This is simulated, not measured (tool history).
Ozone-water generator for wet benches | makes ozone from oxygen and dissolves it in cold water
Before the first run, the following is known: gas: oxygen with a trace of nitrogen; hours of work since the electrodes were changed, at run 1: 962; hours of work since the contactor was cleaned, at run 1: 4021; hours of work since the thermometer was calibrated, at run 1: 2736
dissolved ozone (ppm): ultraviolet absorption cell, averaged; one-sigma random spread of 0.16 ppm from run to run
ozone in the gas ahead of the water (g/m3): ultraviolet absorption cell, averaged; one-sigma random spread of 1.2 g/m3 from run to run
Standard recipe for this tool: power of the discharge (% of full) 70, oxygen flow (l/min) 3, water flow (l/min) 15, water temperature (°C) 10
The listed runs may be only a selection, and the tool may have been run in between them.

run,day,power of the discharge (% of full),oxygen flow (l/min),water flow (l/min),water temperature (°C),hours of work since the electrodes were changed,hours of work since the contactor was cleaned,hours of work since the thermometer was calibrated,dissolved ozone (ppm),ozone in the gas ahead of the water (g/m3)
1,0,70,3,15,10,962,4021,2736,20,210.9
2,1.354,70,3,15,13,992,4051,2766,19.3,209.1
3,2.396,70,3,15,13,1015,4074,2789,19.4,210.1
4,3.733,70,3,15,10,1045,4104,2818,20,208.9
5,4.35,70,3,15,10,1059,4118,2832,19.8,212.5
6,5.338,70,3,15,10,1081,4140,2854,20,209.6
7,6.321,57,3,15,10,1102,4162,2876,17.5,183.8
8,7.729,57,3,15,10,1134,4193,2907,17.6,186.5
9,9.058,57,3,15,10,1163,4222,2937,17.8,184
10,10.483,57,3,15,10,1195,4254,2968,17.5,185.1
11,11.967,70,1.82,15,10,1228,4287,3001,18.3,274
12,12.771,70,1.82,15,10,1246,4305,3019,18.1,272.8
13,14.175,70,3,15,10,1277,4336,3050,19.7,210
14,15.108,70,3,15,7,1298,4357,3071,20.5,208.8
15,16.138,70,3,15,10,1320,4380,3094,20,211
16,17.517,70,3,15,10,1351,4410,3125,19.9,209
17,18.146,70,3,15,10,1365,4424,3138,20,209.7
18,18.988,70,3,12,15,1384,4443,3157,23.2,209
19,20.158,61,3,11,11,1410,4469,3183,24.5,191.6
20,21.204,56,4.12,17,13,1433,4492,3206,15.2,153.6
21,21.9,79,4.97,15,5,1448,4508,3222,23.3,172.3
22,23.129,79,4.97,15,5,1476,4535,3249,23.7,170.3
23,24.525,75,4.97,15,6,1507,4566,3280,22.8,166.7
24,25.538,58,2.82,15,14,1529,4588,3303,16.6,193.5
25,26.65,50,2.09,15,10,1554,4613,3327,15.1,207.1
26,27.483,50,2.09,15,10,1572,4631,3346,15.1,206.3
27,28.975,43,3,16,10,1605,4665,3379,13.5,154.6
28,30.158,49,4.25,14,6,1632,4691,3405,18.2,138.4
29,31.217,81,2.56,16,8,1655,4714,3429,20,248.3
30,32.575,57,3,15,6,1685,4745,3459,18.1,183.2
31,33.292,57,4.2,13,7,1701,4760,3475,21.1,152.8
32,34.092,57,4.2,13,7,1719,4778,3493,21.2,155.3

Results per run with the tool's hidden condition removed, run-to-run variation unchanged:
Hidden state at play: yield of the discharge, % of new electrodes'; contactor's efficiency, % of a clean one's; true water temperature over the reading, C; drift of the gauge itself on ozone_ppm, %; drift of the gauge itself on gas_g_m3, %.
run,dissolved ozone (ppm),ozone in the gas ahead of the water (g/m3)
1,20.8,213.3
2,20.1,211.5
3,20.2,212.7
4,20.9,211.5
5,20.7,215.1
6,20.8,212.3
7,18.2,185.9
8,18.4,188.6
9,18.6,186.2
10,18.3,187.4
11,19.2,278.1
12,18.9,276.9
13,20.7,213.2
14,21.5,212
15,21,214.4
16,20.8,212.4
17,21,213.2
18,24.3,212.5
19,25.5,194.6
20,16,155.9
21,24.5,175.5
22,25,173.6
23,24,169.9
24,17.4,196.7
25,15.9,210.2
26,15.9,209.5
27,14.1,156.8
28,19.1,140.6
29,21.2,253.8
30,19,186.5
31,22.3,155.6
32,22.4,158.1
